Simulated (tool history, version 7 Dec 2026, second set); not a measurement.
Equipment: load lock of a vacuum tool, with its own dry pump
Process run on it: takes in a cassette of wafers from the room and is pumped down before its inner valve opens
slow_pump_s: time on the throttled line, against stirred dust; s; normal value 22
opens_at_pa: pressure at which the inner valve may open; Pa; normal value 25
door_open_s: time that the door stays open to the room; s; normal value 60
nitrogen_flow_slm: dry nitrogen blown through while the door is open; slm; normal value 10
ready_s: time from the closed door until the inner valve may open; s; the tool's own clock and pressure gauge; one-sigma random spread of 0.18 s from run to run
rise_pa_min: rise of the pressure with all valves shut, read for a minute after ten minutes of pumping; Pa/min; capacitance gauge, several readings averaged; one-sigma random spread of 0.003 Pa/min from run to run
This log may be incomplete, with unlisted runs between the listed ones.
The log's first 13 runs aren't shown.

| run | hour | slow_pump_s | opens_at_pa | door_open_s | nitrogen_flow_slm | incoming humidity of the room's air, % | ready_s | rise_pa_min |
|---|---|---|---|---|---|---|---|---|
| 14 | 905.2 | 22 | 25 | 60 | 10 | 42.8 | 40.6 | 0.075 |
| 15 | 979.9 | 22 | 25 | 60 | 10 | 44.7 | 40.2 | 0.082 |
| 16 | 1043.8 | 22 | 25 | 60 | 10 | 43.5 | 40.4 | 0.073 |
| 17 | 1141.3 | 22 | 25 | 60 | 10 | 43 | 40.4 | 0.077 |
| 18 | 1221 | 22 | 25 | 60 | 10 | 44.8 | 40.5 | 0.08 |
| 19 | 1300.5 | 22 | 28 | 60 | 10 | 46.1 | 40.2 | 0.083 |
| 20 | 1382.4 | 35 | 34 | 60 | 24 | 43.9 | 49.6 | 0.073 |
| 21 | 1439.2 | 35 | 34 | 67 | 24 | 46.6 | 50.1 | 0.079 |
| 22 | 1486.2 | 21 | 49 | 111 | 25 | 47.3 | 37.9 | 0.09 |
| 23 | 1555.7 | 21 | 49 | 111 | 25 | 44.9 | 38 | 0.083 |
| 24 | 1631.8 | 21 | 49 | 62 | 25 | 48 | 38 | 0.087 |
| 25 | 1679.9 | 21 | 49 | 72 | 8 | 44.4 | 37.9 | 0.091 |
| 26 | 1770.8 | 21 | 49 | 72 | 8 | 43.3 | 37.6 | 0.095 |
| 27 | 1831 | 21 | 49 | 72 | 8 | 47.4 | 37.9 | 0.1 |
| 28 | 1915 | 42 | 24 | 104 | 23 | 46.5 | 56.5 | 0.097 |
| 29 | 1999.8 | 42 | 24 | 104 | 23 | 46.5 | 56.3 | 0.092 |
| 30 | 2090.6 | 42 | 24 | 104 | 23 | 47.2 | 56.6 | 0.098 |
| 31 | 2141.8 | 40 | 33 | 74 | 7 | 46.7 | 53.8 | 0.106 |
| 32 | 2211.1 | 12 | 48 | 60 | 10 | 44.1 | 30.9 | 0.098 |
| 33 | 2306.9 | 22 | 20 | 35 | 10 | 44.9 | 41.1 | 0.088 |
| 34 | 2405.4 | 22 | 25 | 60 | 13 | 45.1 | 40.7 | 0.102 |
| 35 | 2466 | 22 | 25 | 60 | 13 | 42.8 | 40.5 | 0.099 |
| 36 | 2544.9 | 16 | 35 | 177 | 7 | 44.4 | 35 | 0.139 |
| 37 | 2630 | 20 | 24 | 208 | 6 | 46.8 | 39.4 | 0.156 |

Here are 3 independent what-if runs from the current tool condition. What would each one return?
| A | 2711.8 | 20 | 20 | 208 | 6 | 43.8 | ? | ? |
| B | 2711.8 | 22 | 20 | 60 | 28 | 46.7 | ? | ? |
| C | 2711.8 | 36 | 24 | 74 | 6 | 43.8 | ? | ? |

| run | ready_s | rise_pa_min |
|---|---|---|
| A | 39.5 | 0.149 |
| B | 41.5 | 0.098 |
| C | 52 | 0.116 |
The same runs, with their run-to-run variation unchanged, on a tool lacking any hidden condition would have given:
| run | ready_s | rise_pa_min |
|---|---|---|
| A | 39.2 | 0.094 |
| B | 41.1 | 0.042 |
| C | 51.7 | 0.06 |
